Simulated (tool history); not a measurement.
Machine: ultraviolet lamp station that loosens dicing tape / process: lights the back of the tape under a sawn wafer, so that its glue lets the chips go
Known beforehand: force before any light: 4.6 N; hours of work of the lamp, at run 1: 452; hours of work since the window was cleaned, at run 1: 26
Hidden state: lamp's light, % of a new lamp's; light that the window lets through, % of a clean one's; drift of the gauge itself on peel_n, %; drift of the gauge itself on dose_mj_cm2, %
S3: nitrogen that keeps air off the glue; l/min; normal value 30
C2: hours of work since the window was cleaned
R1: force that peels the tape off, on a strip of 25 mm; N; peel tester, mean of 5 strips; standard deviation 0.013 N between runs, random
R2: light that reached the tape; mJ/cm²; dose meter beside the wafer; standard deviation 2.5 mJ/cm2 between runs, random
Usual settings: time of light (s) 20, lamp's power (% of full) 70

run 1 day=0.000 | time_of_light_(s)=20 lamp's_power_(%_of_full)=70 S3=30 | hours_of_work_of_the_lamp=452 C2=26 | R1=0.881 R2=242
run 2 day=0.358 | time_of_light_(s)=20 lamp's_power_(%_of_full)=70 S3=30 | hours_of_work_of_the_lamp=458 C2=32 | R1=0.835 R2=241
run 3 day=0.908 | time_of_light_(s)=20 lamp's_power_(%_of_full)=90 S3=30 | hours_of_work_of_the_lamp=467 C2=42 | R1=0.595 R2=306
run 4 day=1.479 | time_of_light_(s)=20 lamp's_power_(%_of_full)=62 S3=30 | hours_of_work_of_the_lamp=477 C2=51 | R1=1.097 R2=210
run 5 day=1.867 | time_of_light_(s)=20 lamp's_power_(%_of_full)=62 S3=30 | hours_of_work_of_the_lamp=483 C2=58 | R1=1.122 R2=212
run 6 day=2.200 | time_of_light_(s)=20 lamp's_power_(%_of_full)=62 S3=30 | hours_of_work_of_the_lamp=489 C2=63 | R1=1.055 R2=213
run 7 day=2.612 | time_of_light_(s)=20 lamp's_power_(%_of_full)=62 S3=30 | hours_of_work_of_the_lamp=496 C2=70 | R1=1.111 R2=209
-- day=2.675 window cleaned of glue's vapour
run 8 day=3.079 | time_of_light_(s)=20 lamp's_power_(%_of_full)=70 S3=25 | hours_of_work_of_the_lamp=503 C2=7 | R1=1.056 R2=234
run 9 day=3.417 | time_of_light_(s)=20 lamp's_power_(%_of_full)=70 S3=25 | hours_of_work_of_the_lamp=509 C2=12 | R1=1.047 R2=238
-- day=3.808 window cleaned of glue's vapour, once more
run 10 day=3.912 | time_of_light_(s)=20 lamp's_power_(%_of_full)=88 S3=30 | hours_of_work_of_the_lamp=517 C2=2 | R1=0.631 R2=299
run 11 day=4.288 | time_of_light_(s)=15 lamp's_power_(%_of_full)=94 S3=24 | hours_of_work_of_the_lamp=523 C2=8 | R1=1.035 R2=235
run 12 day=4.721 | time_of_light_(s)=15 lamp's_power_(%_of_full)=94 S3=24 | hours_of_work_of_the_lamp=530 C2=15 | R1=1.089 R2=239
run 13 day=5.104 | time_of_light_(s)=15 lamp's_power_(%_of_full)=94 S3=24 | hours_of_work_of_the_lamp=537 C2=22 | R1=1.072 R2=236
run 14 day=5.608 | time_of_light_(s)=12 lamp's_power_(%_of_full)=80 S3=22 | hours_of_work_of_the_lamp=545 C2=30 | R1=1.705 R2=160
run 15 day=6.021 | time_of_light_(s)=24 lamp's_power_(%_of_full)=70 S3=30 | hours_of_work_of_the_lamp=552 C2=37 | R1=0.714 R2=277
run 16 day=6.533 | time_of_light_(s)=14 lamp's_power_(%_of_full)=69 S3=10 | hours_of_work_of_the_lamp=560 C2=45 | R1=2.328 R2=160
run 17 day=6.892 | time_of_light_(s)=20 lamp's_power_(%_of_full)=78 S3=15 | hours_of_work_of_the_lamp=566 C2=51 | R1=1.220 R2=254
run 18 day=7.304 | time_of_light_(s)=20 lamp's_power_(%_of_full)=78 S3=15 | hours_of_work_of_the_lamp=573 C2=58 | R1=1.264 R2=255
run 19 day=7.725 | time_of_light_(s)=20 lamp's_power_(%_of_full)=78 S3=20 | hours_of_work_of_the_lamp=580 C2=65 | R1=1.066 R2=247
run 20 day=8.217 | time_of_light_(s)=20 lamp's_power_(%_of_full)=78 S3=20 | hours_of_work_of_the_lamp=588 C2=74 | R1=1.061 R2=247

Hidden state or all else? Some run-to-run changes of R1, split into what the settings, what came in and random variation would give without the hidden state, and what is left for the hidden state (with any gauge scatter that isn't in both results):
Run 14 -> 15: time of light (s) 12 -> 24, lamp's power (% of full) 80 -> 70, S3 22 -> 30. R1 -0.991 N: hidden state -0.142, all else -0.849.
Run 15 -> 16: time of light (s) 24 -> 14, lamp's power (% of full) 70 -> 69, S3 30 -> 10. R1 +1.614 N: hidden state +0.177, all else +1.437.
Run 16 -> 17: time of light (s) 14 -> 20, lamp's power (% of full) 69 -> 78, S3 10 -> 15. R1 -1.108 N: hidden state -0.053, all else -1.055.
